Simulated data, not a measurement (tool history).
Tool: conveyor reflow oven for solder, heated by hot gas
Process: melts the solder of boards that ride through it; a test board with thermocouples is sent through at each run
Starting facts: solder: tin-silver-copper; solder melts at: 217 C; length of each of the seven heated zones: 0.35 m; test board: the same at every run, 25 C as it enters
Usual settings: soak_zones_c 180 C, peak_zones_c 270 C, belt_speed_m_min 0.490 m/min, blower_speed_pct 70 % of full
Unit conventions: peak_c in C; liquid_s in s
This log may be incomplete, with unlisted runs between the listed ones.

run 1 hour=0.0 | soak_zones_c=180 peak_zones_c=270 belt_speed_m_min=0.490 blower_speed_pct=70 | peak_c=251.01 liquid_s=65.0
run 2 hour=14.3 | soak_zones_c=180 peak_zones_c=270 belt_speed_m_min=0.490 blower_speed_pct=68 | peak_c=250.28 liquid_s=63.9
run 3 hour=28.2 | soak_zones_c=180 peak_zones_c=270 belt_speed_m_min=0.481 blower_speed_pct=70 | peak_c=251.46 liquid_s=66.3
run 4 hour=40.1 | soak_zones_c=180 peak_zones_c=270 belt_speed_m_min=0.481 blower_speed_pct=70 | peak_c=251.50 liquid_s=66.5
run 5 hour=50.5 | soak_zones_c=180 peak_zones_c=270 belt_speed_m_min=0.404 blower_speed_pct=70 | peak_c=256.64 liquid_s=85.4
run 6 hour=63.5 | soak_zones_c=180 peak_zones_c=270 belt_speed_m_min=0.393 blower_speed_pct=70 | peak_c=257.20 liquid_s=88.6
run 7 hour=78.1 | soak_zones_c=180 peak_zones_c=270 belt_speed_m_min=0.393 blower_speed_pct=70 | peak_c=257.16 liquid_s=88.7
run 8 hour=88.6 | soak_zones_c=180 peak_zones_c=270 belt_speed_m_min=0.490 blower_speed_pct=67 | peak_c=249.62 liquid_s=63.2
run 9 hour=95.6 | soak_zones_c=180 peak_zones_c=270 belt_speed_m_min=0.490 blower_speed_pct=70 | peak_c=250.55 liquid_s=64.3
run 10 hour=108.6 | soak_zones_c=180 peak_zones_c=270 belt_speed_m_min=0.490 blower_speed_pct=70 | peak_c=250.56 liquid_s=64.2
run 11 hour=123.9 | soak_zones_c=180 peak_zones_c=274 belt_speed_m_min=0.490 blower_speed_pct=70 | peak_c=253.64 liquid_s=66.9
run 12 hour=138.9 | soak_zones_c=180 peak_zones_c=274 belt_speed_m_min=0.490 blower_speed_pct=70 | peak_c=253.66 liquid_s=66.7
run 13 hour=147.7 | soak_zones_c=180 peak_zones_c=270 belt_speed_m_min=0.490 blower_speed_pct=74 | peak_c=251.43 liquid_s=65.6
run 14 hour=157.6 | soak_zones_c=180 peak_zones_c=261 belt_speed_m_min=0.490 blower_speed_pct=72 | peak_c=243.54 liquid_s=57.8
run 15 hour=170.3 | soak_zones_c=180 peak_zones_c=261 belt_speed_m_min=0.510 blower_speed_pct=54 | peak_c=235.29 liquid_s=42.2
run 16 hour=182.9 | soak_zones_c=180 peak_zones_c=261 belt_speed_m_min=0.510 blower_speed_pct=54 | peak_c=235.36 liquid_s=42.6
-- hour=196.8 flux residue cleaned out of gas plates and filters
run 17 hour=199.7 | soak_zones_c=180 peak_zones_c=261 belt_speed_m_min=0.510 blower_speed_pct=54 | peak_c=236.36 liquid_s=44.0
run 18 hour=211.2 | soak_zones_c=180 peak_zones_c=270 belt_speed_m_min=0.451 blower_speed_pct=55 | peak_c=248.14 liquid_s=66.9
run 19 hour=224.5 | soak_zones_c=180 peak_zones_c=270 belt_speed_m_min=0.396 blower_speed_pct=55 | peak_c=252.41 liquid_s=82.9
run 20 hour=240.5 | soak_zones_c=180 peak_zones_c=270 belt_speed_m_min=0.485 blower_speed_pct=65 | peak_c=249.65 liquid_s=63.9
run 21 hour=251.0 | soak_zones_c=181 peak_zones_c=274 belt_speed_m_min=0.485 blower_speed_pct=72 | peak_c=255.49 liquid_s=70.0

What if the next run were any one of these 4? Each begins from the tool's condition after run 21:
run A hour=264.9 | soak_zones_c=184 peak_zones_c=283 belt_speed_m_min=0.485 blower_speed_pct=67 | peak_c=? liquid_s=?
run B hour=264.9 | soak_zones_c=189 peak_zones_c=270 belt_speed_m_min=0.450 blower_speed_pct=71 | peak_c=? liquid_s=?
run C hour=264.9 | soak_zones_c=170 peak_zones_c=271 belt_speed_m_min=0.496 blower_speed_pct=70 | peak_c=? liquid_s=?
run D hour=264.9 | soak_zones_c=181 peak_zones_c=274 belt_speed_m_min=0.446 blower_speed_pct=71 | peak_c=? liquid_s=?

run=A peak_c=261.65 liquid_s=75.2
run=B peak_c=255.46 liquid_s=79.8
run=C peak_c=249.10 liquid_s=58.3
run=D peak_c=257.55 liquid_s=78.3
With no hidden state in the tool, these same runs would have given:
run=A peak_c=262.61 liquid_s=75.2
run=B peak_c=256.41 liquid_s=79.9
run=C peak_c=250.08 liquid_s=58.7
run=D peak_c=258.52 liquid_s=78.4
